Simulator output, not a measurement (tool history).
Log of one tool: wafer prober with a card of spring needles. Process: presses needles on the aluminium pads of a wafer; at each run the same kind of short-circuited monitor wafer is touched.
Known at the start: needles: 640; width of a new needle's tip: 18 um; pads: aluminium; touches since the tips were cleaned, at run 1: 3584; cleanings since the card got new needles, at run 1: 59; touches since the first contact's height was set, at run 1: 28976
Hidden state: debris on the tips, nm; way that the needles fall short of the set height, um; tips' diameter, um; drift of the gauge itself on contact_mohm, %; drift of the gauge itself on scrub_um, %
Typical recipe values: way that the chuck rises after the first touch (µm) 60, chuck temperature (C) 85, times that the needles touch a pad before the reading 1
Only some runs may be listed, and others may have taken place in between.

run	hour	way that the chuck rises after the first touch (µm)	chuck temperature (C)	times that the needles touch a pad before the reading	touches since the tips were cleaned	cleanings since the card got new needles	touches since the first contact's height was set	resistance of one needle with its contact and lead (mohm)	way that a needle slides on the pad (µm)
1	0	60	85	1	3584	59	28976	274	15.77
# hour 2.7: tips cleaned on abrasive film
# hour 13.1: tips cleaned on abrasive film
# hour 25.7: tips cleaned on abrasive film
2	26.2	60	56	1	204	62	39614	266	15.81
# hour 37.9: tips cleaned on abrasive film
# hour 50.6: tips cleaned on abrasive film
3	60.7	60	85	2	4176	64	53757	273	15.82
# hour 63.6: tips cleaned on abrasive film
# hour 75.6: tips cleaned on abrasive film
# hour 88.2: tips cleaned on abrasive film
4	91.9	52	85	1	1496	67	66444	281	13.69
# hour 99.1: tips cleaned on abrasive film
# hour 111.6: tips cleaned on abrasive film
# hour 123.8: tips cleaned on abrasive film
5	130.4	52	85	1	2708	70	82150	284	13.82
# hour 135.6: tips cleaned on abrasive film
# hour 148.5: tips cleaned on abrasive film
# hour 161: tips cleaned on abrasive film
6	168.8	68	26	1	3197	73	97824	256	18.05
# hour 171.4: tips cleaned on abrasive film
# hour 184: tips cleaned on abrasive film
7	188.8	51	85	1	1939	75	105963	280	13.59
# hour 196.2: tips cleaned on abrasive film
# hour 208.3: tips cleaned on abrasive film
8	208.8	69	85	2	217	77	114120	277	18.24
# hour 219.2: tips cleaned on abrasive film
# hour 232: tips cleaned on abrasive film
9	236.8	69	85	2	1995	79	125568	276	18.27
# hour 244.2: tips cleaned on abrasive film
# hour 256.8: tips cleaned on abrasive film
# hour 269.3: tips cleaned on abrasive film
10	279	69	85	2	4010	82	142813	272	18.35

Here are 5 independent what-if runs from the current tool condition. What would each one return?
# hour 281.7: tips cleaned on abrasive film
# hour 293.9: tips cleaned on abrasive film
# hour 306.7: tips cleaned on abrasive film
A	314.7	76	85	2	3287	85	157340	?	?
# hour 281.7: tips cleaned on abrasive film
# hour 293.9: tips cleaned on abrasive film
# hour 306.7: tips cleaned on abrasive film
B	314.7	44	64	2	3287	85	157340	?	?
# hour 281.7: tips cleaned on abrasive film
# hour 293.9: tips cleaned on abrasive film
# hour 306.7: tips cleaned on abrasive film
C	314.7	52	85	1	3287	85	157340	?	?
# hour 281.7: tips cleaned on abrasive film
# hour 293.9: tips cleaned on abrasive film
# hour 306.7: tips cleaned on abrasive film
D	314.7	42	25	1	3287	85	157340	?	?
# hour 281.7: tips cleaned on abrasive film
# hour 293.9: tips cleaned on abrasive film
# hour 306.7: tips cleaned on abrasive film
E	314.7	60	85	2	3287	85	157340	?	?

run	resistance of one needle with its contact and lead (mohm)	way that a needle slides on the pad (µm)
A	271	20.08
B	273	11.73
C	281	13.8
D	269	11.06
E	271	16.13
Take away the tool's hidden state, keep each run's random variation, and the runs would have read:
run	resistance of one needle with its contact and lead (mohm)	way that a needle slides on the pad (µm)
A	271	19.92
B	273	11.64
C	281	13.7
D	268	10.97
E	270	16
